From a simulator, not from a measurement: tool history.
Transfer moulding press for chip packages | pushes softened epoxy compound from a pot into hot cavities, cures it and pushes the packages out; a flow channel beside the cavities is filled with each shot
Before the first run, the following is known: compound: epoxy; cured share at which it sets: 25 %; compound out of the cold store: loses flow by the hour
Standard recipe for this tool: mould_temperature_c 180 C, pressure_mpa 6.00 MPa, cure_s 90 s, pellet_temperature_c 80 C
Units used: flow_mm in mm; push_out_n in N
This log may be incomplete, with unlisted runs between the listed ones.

run    hour  mould_temperature_c  pressure_mpa  cure_s  pellet_temperature_c  incoming compound's hours out of the cold store  flow_mm  push_out_n
  1     0.0                  180          6.00      90                    80                                             17.4      840         425
       20.2  -- plunger's sealing rings changed
       21.7  -- cavities cleaned with cleaning compound and waxed
  2    34.7                  180          6.00      90                    80                                             19.5      830         425
       57.3  -- cavities cleaned with cleaning compound and waxed
  3    68.4                  180          6.00      90                    80                                             18.4      834         419
       95.3  -- cavities cleaned with cleaning compound and waxed
  4   120.0                  180          6.20      90                    80                                             17.8      863         416
      132.5  -- cavities cleaned with cleaning compound and waxed
      169.3  -- cavities cleaned with cleaning compound and waxed
  5   169.3                  181          6.00      90                    80                                             27.9      805         410
  6   200.9                  180          6.00      90                    80                                             14.3      850         423
      208.9  -- cavities cleaned with cleaning compound and waxed
      250.4  -- cavities cleaned with cleaning compound and waxed
  7   256.5                  180          6.00      90                    80                                             23.6      818         408
      277.4  -- plunger's sealing rings changed
      288.9  -- cavities cleaned with cleaning compound and waxed
      327.3  -- cavities cleaned with cleaning compound and waxed
  8   330.0                  180          6.00      90                    80                                             18.9      834         446
      365.6  -- cavities cleaned with cleaning compound and waxed
  9   368.4                  180          6.00      90                    80                                             12.7      863         432
      404.8  -- cavities cleaned with cleaning compound and waxed
 10   420.0                  180          6.00      90                    80                                             28.3      801         426
      431.0  -- mould's thermocouples calibrated
      443.2  -- cavities cleaned with cleaning compound and waxed
 11   456.9                  180          6.00      90                    80                                             22.8      833         433
      481.8  -- cavities cleaned with cleaning compound and waxed
      518.3  -- cavities cleaned with cleaning compound and waxed
 12   521.2                  180          6.00      90                    80                                             37.2      776         410
      534.8  -- plunger's sealing rings changed
      559.1  -- cavities cleaned with cleaning compound and waxed
 13   562.4                  178          4.68     129                    80                                             35.9      692         330
      595.0  -- cavities cleaned with cleaning compound and waxed
 14   595.0                  178          4.68     129                    80                                             31.4      719         334
      631.7  -- cavities cleaned with cleaning compound and waxed
 15   634.1                  178          5.50     126                    80                                             11.4      848         345
      668.2  -- cavities cleaned with cleaning compound and waxed
 16   668.2                  178          4.89     126                    80                                             39.5      700         351
      706.1  -- cavities cleaned with cleaning compound and waxed
 17   721.1                  180          6.00      89                    80                                             26.8      811         428
      741.4  -- cavities cleaned with cleaning compound and waxed
      778.4  -- cavities cleaned with cleaning compound and waxed
      792.8  -- plunger's sealing rings changed
 18   792.8                  186          7.35      90                    82                                             13.8      919         363
      817.0  -- cavities cleaned with cleaning compound and waxed
 19   827.6                  177          6.00     100                    80                                             26.9      825         425
      853.0  -- cavities cleaned with cleaning compound and waxed
      892.5  -- cavities cleaned with cleaning compound and waxed
 20   900.4                  177          6.00     100                    80                                             19.4      847         438
      933.0  -- cavities cleaned with cleaning compound and waxed
 21   955.0                  175          6.00      90                    80                                             27.2      824         604
      970.1  -- cavities cleaned with cleaning compound and waxed
 22   992.3                  175          6.00      90                    80                                             47.9      765         553
     1008.8  -- cavities cleaned with cleaning compound and waxed
 23  1037.9                  180          6.00      99                    80                                              9.2      859         390
     1046.8  -- plunger's sealing rings changed
     1048.3  -- cavities cleaned with cleaning compound and waxed
     1085.4  -- cavities cleaned with cleaning compound and waxed
 24  1112.3                  180          4.62      99                    71                                             41.8      670         359

Forecast each of these 3 alternatives for the next run:
     1123.5  -- cavities cleaned with cleaning compound and waxed
     1163.5  -- cavities cleaned with cleaning compound and waxed
  A  1169.6                  177          6.58      99                    71                                             14.6        ?           ?
     1123.5  -- cavities cleaned with cleaning compound and waxed
     1163.5  -- cavities cleaned with cleaning compound and waxed
  B  1169.6                  177          6.00     124                    73                                              8.1        ?           ?
     1123.5  -- cavities cleaned with cleaning compound and waxed
     1163.5  -- cavities cleaned with cleaning compound and waxed
  C  1169.6                  182          6.00      90                    80                                             32.1        ?           ?

run  flow_mm  push_out_n
  A      897         446
  B      888         353
  C      781         376
Without the tool's hidden state the same runs would have given:
run  flow_mm  push_out_n
  A      898         444
  B      889         351
  C      782         374
